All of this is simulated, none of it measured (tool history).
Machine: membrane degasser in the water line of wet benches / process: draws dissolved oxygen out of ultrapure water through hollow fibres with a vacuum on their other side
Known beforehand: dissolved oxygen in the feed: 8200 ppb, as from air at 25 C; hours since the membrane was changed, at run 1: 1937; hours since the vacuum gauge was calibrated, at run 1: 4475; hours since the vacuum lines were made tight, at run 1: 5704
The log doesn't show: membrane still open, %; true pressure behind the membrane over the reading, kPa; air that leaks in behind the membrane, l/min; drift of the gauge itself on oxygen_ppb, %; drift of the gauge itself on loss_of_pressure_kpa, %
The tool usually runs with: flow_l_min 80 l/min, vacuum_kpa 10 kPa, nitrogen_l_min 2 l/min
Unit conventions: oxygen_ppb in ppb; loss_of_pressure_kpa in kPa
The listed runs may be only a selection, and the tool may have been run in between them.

run,hour,flow_l_min,vacuum_kpa,nitrogen_l_min,hours since the membrane was changed,hours since the vacuum gauge was calibrated,hours since the vacuum lines were made tight,oxygen_ppb,loss_of_pressure_kpa
1,0,80,10,2,1937,4475,5704,528.9,68.78
2,210.1,80,10,2,2147,4685,5914,527.6,68.44
3,412.1,82,10,2,2349,4887,6116,536.1,70.84
4,642.8,82,10,2,2579,5118,6347,535.4,70.47
5,790.4,80,10,2,2727,5265,6495,526.3,69.13
6,929.3,80,10,2,2866,5404,6634,522.8,68.3
7,1115.3,80,10,2,3052,5590,6820,523.7,68.39
8,1242.2,80,10,2.66,3179,5717,6947,419.5,68.26
9,1452.2,80,10,2.66,3389,5927,7157,419.9,68.91
10,1605.6,80,10,2.66,3542,6081,7310,420.5,68.51
11,1765.2,80,10,0.92,3702,6240,7470,891.3,69.01
12,1859.6,80,10,2,3796,6335,7564,524.8,69.08
13,2069.8,80,6.6,2,4006,6545,7774,273.5,69.27
14,2223.2,80,6.6,2,4160,6698,7928,273,69.01
15,2332.4,80,12.6,2,4269,6807,8037,700.9,68.97
16,2524.1,80,10,2,4461,6999,8228,520,69.04
17,2651.7,61,10,3.4,4588,7127,8356,268.9,52.19
18,2801.9,60,10,3.23,4739,7277,8506,274.8,51.64
19,2951.3,60,10,3.23,4888,7426,8656,275.5,51.56
# hour 2979: vacuum gauge calibrated
20,3117.9,52,9.3,5.92,5054,139,8822,126.4,44.56
21,3308.8,80,10,1.64,5245,330,9013,595.2,68.63
22,3479.4,80,10,1.64,5416,500,9183,600.4,68.67
23,3616.2,80,10,1.64,5552,637,9320,597.5,69
24,3737.6,80,10,1.64,5674,759,9441,601.2,68.35
25,3859.6,80,10,1.64,5796,881,9563,599.4,68.57
# hour 4066.8: gauge calibrated
26,4066.8,87,15,2,6003,1088,9771,933.3,74.79
27,4257,93,9.8,1.31,6193,1278,9961,770.1,79.83
28,4371.1,55,21,2.09,6307,1392,10075,911.3,47.01
29,4495.2,66,10,4.47,6431,1516,10199,230,56.67
30,4658.8,83,8.8,3.08,6595,1680,10363,323.1,71.33
# hour 4749: seals of the vacuum lines changed
31,4792.3,84,13.2,3.64,6726,1811,43,491.2,72.2
32,5005.8,95,10.8,2.65,6940,2025,257,539.4,80.94

4 options for the next run, each taken on its own from the tool as it stands now. Forecast them:
A,5186.8,51,11.8,1.85,7121,2206,438,?,?
B,5186.8,77,10,4.86,7121,2206,438,?,?
C,5186.8,80,6.3,2,7121,2206,438,?,?
D,5186.8,94,6.5,2.65,7121,2206,438,?,?

run,oxygen_ppb,loss_of_pressure_kpa
A,481,43.6
B,245.8,66.4
C,252.9,68.69
D,248.9,80.57
What these runs would have given with no unlogged condition in the tool:
run,oxygen_ppb,loss_of_pressure_kpa
A,483.4,43.58
B,247,66.37
C,254.1,68.66
D,250.1,80.54

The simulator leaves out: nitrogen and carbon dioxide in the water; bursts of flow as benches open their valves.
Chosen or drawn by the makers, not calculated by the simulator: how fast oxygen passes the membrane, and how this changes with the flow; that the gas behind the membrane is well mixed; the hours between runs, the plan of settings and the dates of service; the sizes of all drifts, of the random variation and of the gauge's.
